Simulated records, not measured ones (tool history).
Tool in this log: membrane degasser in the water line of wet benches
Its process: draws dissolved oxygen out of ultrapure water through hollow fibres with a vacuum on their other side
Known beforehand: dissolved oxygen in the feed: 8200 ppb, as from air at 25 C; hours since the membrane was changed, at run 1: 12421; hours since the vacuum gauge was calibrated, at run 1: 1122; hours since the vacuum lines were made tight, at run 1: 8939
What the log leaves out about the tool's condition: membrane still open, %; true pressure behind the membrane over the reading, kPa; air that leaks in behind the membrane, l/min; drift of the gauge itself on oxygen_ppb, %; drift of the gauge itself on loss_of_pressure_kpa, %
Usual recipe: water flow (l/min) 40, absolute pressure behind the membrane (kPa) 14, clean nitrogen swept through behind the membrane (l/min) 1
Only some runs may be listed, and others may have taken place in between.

run	hour	water flow (l/min)	absolute pressure behind the membrane (kPa)	clean nitrogen swept through behind the membrane (l/min)	hours since the membrane was changed	hours since the vacuum gauge was calibrated	hours since the vacuum lines were made tight	dissolved oxygen in the water behind the degasser (ppb)	pressure that the water loses in the fibres (kPa)
1	0	40	14	1	12421	1122	8939	857.6	68.79
2	290.1	40	14	1	12711	1412	9229	855.2	68.89
3	511.8	40	14	1	12932	1633	9450	860.1	68.45
4	833.1	40	14	1	13254	1955	9772	857.5	69.17
5	1150.4	40	14	1	13571	2272	10089	856	68.99
6	1318.7	40	14	1	13739	2440	10257	855.2	69.08
7	1499.9	40	14	1	13921	2621	10439	857.7	68.95
8	1654.2	40	14	1	14075	2776	10593	856.7	68.5
9	1859.3	40	14	1	14280	2981	10798	858.7	68.75
10	2185	40	14	0.63	14606	3307	11124	1159	68.92
11	2498.6	40	14	0.63	14919	3620	11437	1160.8	68.61
12	2699.5	40	14	0.63	15120	3821	11638	1162.9	68.25
13	3043	40	14	0.63	15464	4165	11982	1154.9	68.77
# hour 3162.9: seals of the vacuum lines changed
14	3188.8	40	14	1	15607	4308	26	857.5	68.62
15	3429.3	44	14	1	15848	4549	266	940.3	75.62
16	3637.9	40	9.1	1	16056	4757	475	517.8	68.73
17	3841.2	27	14	1	16260	4961	678	598.9	46.24
18	4050.2	40	14	0.42	16469	5170	887	1477.8	68.65
19	4205	30	14	1.82	16624	5325	1042	407.4	51.81
20	4401.2	38	20	0.47	16820	5521	1238	1923.6	65.47
21	4753.3	45	14	2.57	17172	5873	1590	507.6	77.16
22	4986	47	25.4	2.57	17405	6106	1823	933.2	80.83
23	5146.1	60	31.2	1	17565	6266	1983	2522.9	102.75
24	5491.8	40	10.4	0.56	17910	6611	2329	887.1	68.98
25	5808.6	31	14	0.54	18227	6928	2646	1054.4	53.68
26	6148.2	60	16.6	1	18567	7268	2985	1491.4	103.64
27	6399	60	8.6	1.07	18818	7519	3236	775.5	103.41
28	6572.6	47	11.9	0.84	18991	7692	3410	943	80.66
# hour 6866.6: vacuum gauge calibrated
29	6868.1	33	17.2	2.07	19286	1	3705	509.1	57.06
30	7081.7	60	12.3	2.07	19500	215	3918	773.4	102.68
31	7426.8	60	24.4	2.07	19845	560	4263	1354.2	103.12

Here are 4 independent what-if runs from the current tool condition. What would each one return?
A	7691.5	36	11.9	1.88	20110	825	4528	?	?
B	7691.5	36	19.4	2.07	20110	825	4528	?	?
C	7691.5	34	21.4	2.09	20110	825	4528	?	?
D	7691.5	24	21.5	1.15	20110	825	4528	?	?

run	dissolved oxygen in the water behind the degasser (ppb)	pressure that the water loses in the fibres (kPa)
A	401.6	62.06
B	637.7	61.66
C	658.4	58.49
D	780.7	41.2
Take away the tool's hidden state, keep each run's random variation, and the runs would have read:
run	dissolved oxygen in the water behind the degasser (ppb)	pressure that the water loses in the fibres (kPa)
A	401.2	61.94
B	637.2	61.54
C	658.1	58.38
D	780.6	41.12
